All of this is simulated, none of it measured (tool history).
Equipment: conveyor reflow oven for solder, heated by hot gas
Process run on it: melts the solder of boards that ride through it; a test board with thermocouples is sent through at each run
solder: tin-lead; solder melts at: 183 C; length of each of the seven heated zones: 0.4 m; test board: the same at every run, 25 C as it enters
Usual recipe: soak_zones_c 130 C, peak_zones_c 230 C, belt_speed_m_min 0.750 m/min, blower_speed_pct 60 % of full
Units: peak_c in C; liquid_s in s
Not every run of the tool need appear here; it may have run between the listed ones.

run 1 day=0.000 | soak_zones_c=130 peak_zones_c=230 belt_speed_m_min=0.750 blower_speed_pct=60 | peak_c=208.5 liquid_s=38.0
run 2 day=0.254 | soak_zones_c=130 peak_zones_c=230 belt_speed_m_min=0.750 blower_speed_pct=60 | peak_c=208.4 liquid_s=38.2
run 3 day=0.529 | soak_zones_c=130 peak_zones_c=230 belt_speed_m_min=0.750 blower_speed_pct=60 | peak_c=208.5 liquid_s=38.4
run 4 day=0.725 | soak_zones_c=130 peak_zones_c=230 belt_speed_m_min=0.750 blower_speed_pct=57 | peak_c=207.5 liquid_s=37.2
run 5 day=0.912 | soak_zones_c=130 peak_zones_c=230 belt_speed_m_min=0.750 blower_speed_pct=57 | peak_c=207.3 liquid_s=37.1
run 6 day=1.258 | soak_zones_c=130 peak_zones_c=230 belt_speed_m_min=0.750 blower_speed_pct=57 | peak_c=207.6 liquid_s=37.3
run 7 day=1.425 | soak_zones_c=130 peak_zones_c=230 belt_speed_m_min=0.750 blower_speed_pct=60 | peak_c=208.6 liquid_s=38.2
run 8 day=1.633 | soak_zones_c=130 peak_zones_c=230 belt_speed_m_min=0.750 blower_speed_pct=60 | peak_c=208.2 liquid_s=38.3
run 9 day=1.796 | soak_zones_c=130 peak_zones_c=230 belt_speed_m_min=0.750 blower_speed_pct=60 | peak_c=208.8 liquid_s=38.3
run 10 day=2.100 | soak_zones_c=130 peak_zones_c=230 belt_speed_m_min=0.750 blower_speed_pct=60 | peak_c=208.2 liquid_s=38.1
run 11 day=2.479 | soak_zones_c=130 peak_zones_c=230 belt_speed_m_min=0.750 blower_speed_pct=60 | peak_c=208.5 liquid_s=38.3
run 12 day=2.846 | soak_zones_c=130 peak_zones_c=229 belt_speed_m_min=0.750 blower_speed_pct=60 | peak_c=207.7 liquid_s=37.7
run 13 day=3.075 | soak_zones_c=130 peak_zones_c=230 belt_speed_m_min=0.750 blower_speed_pct=60 | peak_c=208.4 liquid_s=38.3
run 14 day=3.333 | soak_zones_c=130 peak_zones_c=230 belt_speed_m_min=0.750 blower_speed_pct=60 | peak_c=208.5 liquid_s=38.2
run 15 day=3.700 | soak_zones_c=130 peak_zones_c=230 belt_speed_m_min=0.789 blower_speed_pct=60 | peak_c=206.5 liquid_s=34.5
run 16 day=3.879 | soak_zones_c=130 peak_zones_c=230 belt_speed_m_min=0.789 blower_speed_pct=60 | peak_c=206.4 liquid_s=34.3
run 17 day=4.254 | soak_zones_c=130 peak_zones_c=230 belt_speed_m_min=0.811 blower_speed_pct=55 | peak_c=203.3 liquid_s=30.0
run 18 day=4.600 | soak_zones_c=136 peak_zones_c=230 belt_speed_m_min=0.811 blower_speed_pct=61 | peak_c=207.0 liquid_s=35.7
run 19 day=4.967 | soak_zones_c=130 peak_zones_c=236 belt_speed_m_min=0.750 blower_speed_pct=64 | peak_c=214.8 liquid_s=43.6
run 20 day=5.192 | soak_zones_c=132 peak_zones_c=225 belt_speed_m_min=0.890 blower_speed_pct=74 | peak_c=202.8 liquid_s=28.3
run 21 day=5.571 | soak_zones_c=130 peak_zones_c=226 belt_speed_m_min=0.750 blower_speed_pct=60 | peak_c=205.1 liquid_s=35.4
run 22 day=5.921 | soak_zones_c=127 peak_zones_c=230 belt_speed_m_min=0.750 blower_speed_pct=60 | peak_c=207.8 liquid_s=36.9
run 23 day=6.275 | soak_zones_c=139 peak_zones_c=230 belt_speed_m_min=0.690 blower_speed_pct=53 | peak_c=210.8 liquid_s=47.2
run 24 day=6.438 | soak_zones_c=116 peak_zones_c=221 belt_speed_m_min=0.690 blower_speed_pct=73 | peak_c=204.8 liquid_s=36.1
run 25 day=6.712 | soak_zones_c=126 peak_zones_c=221 belt_speed_m_min=0.632 blower_speed_pct=80 | peak_c=210.1 liquid_s=49.3
run 26 day=6.888 | soak_zones_c=126 peak_zones_c=219 belt_speed_m_min=0.791 blower_speed_pct=80 | peak_c=202.1 liquid_s=30.6
run 27 day=7.046 | soak_zones_c=135 peak_zones_c=230 belt_speed_m_min=0.750 blower_speed_pct=52 | peak_c=206.6 liquid_s=37.6
run 28 day=7.225 | soak_zones_c=130 peak_zones_c=230 belt_speed_m_min=0.750 blower_speed_pct=87 | peak_c=215.5 liquid_s=45.0
run 29 day=7.475 | soak_zones_c=124 peak_zones_c=230 belt_speed_m_min=0.750 blower_speed_pct=60 | peak_c=207.0 liquid_s=35.6
run 30 day=7.675 | soak_zones_c=126 peak_zones_c=237 belt_speed_m_min=0.810 blower_speed_pct=90 | peak_c=219.2 liquid_s=42.6
run 31 day=7.967 | soak_zones_c=119 peak_zones_c=235 belt_speed_m_min=0.750 blower_speed_pct=75 | peak_c=215.5 liquid_s=41.6

3 options for the next run, each taken on its own from the tool as it stands now. Forecast them:
run A day=8.312 | soak_zones_c=125 peak_zones_c=235 belt_speed_m_min=0.750 blower_speed_pct=84 | peak_c=? liquid_s=?
run B day=8.312 | soak_zones_c=124 peak_zones_c=225 belt_speed_m_min=0.750 blower_speed_pct=68 | peak_c=? liquid_s=?
run C day=8.312 | soak_zones_c=136 peak_zones_c=230 belt_speed_m_min=0.724 blower_speed_pct=60 | peak_c=? liquid_s=?

run=A peak_c=218.3 liquid_s=45.4
run=B peak_c=205.9 liquid_s=34.7
run=C peak_c=210.8 liquid_s=43.8
With no hidden state in the tool, these same runs would have given:
run=A peak_c=218.4 liquid_s=45.5
run=B peak_c=206.0 liquid_s=34.8
run=C peak_c=210.8 liquid_s=43.9
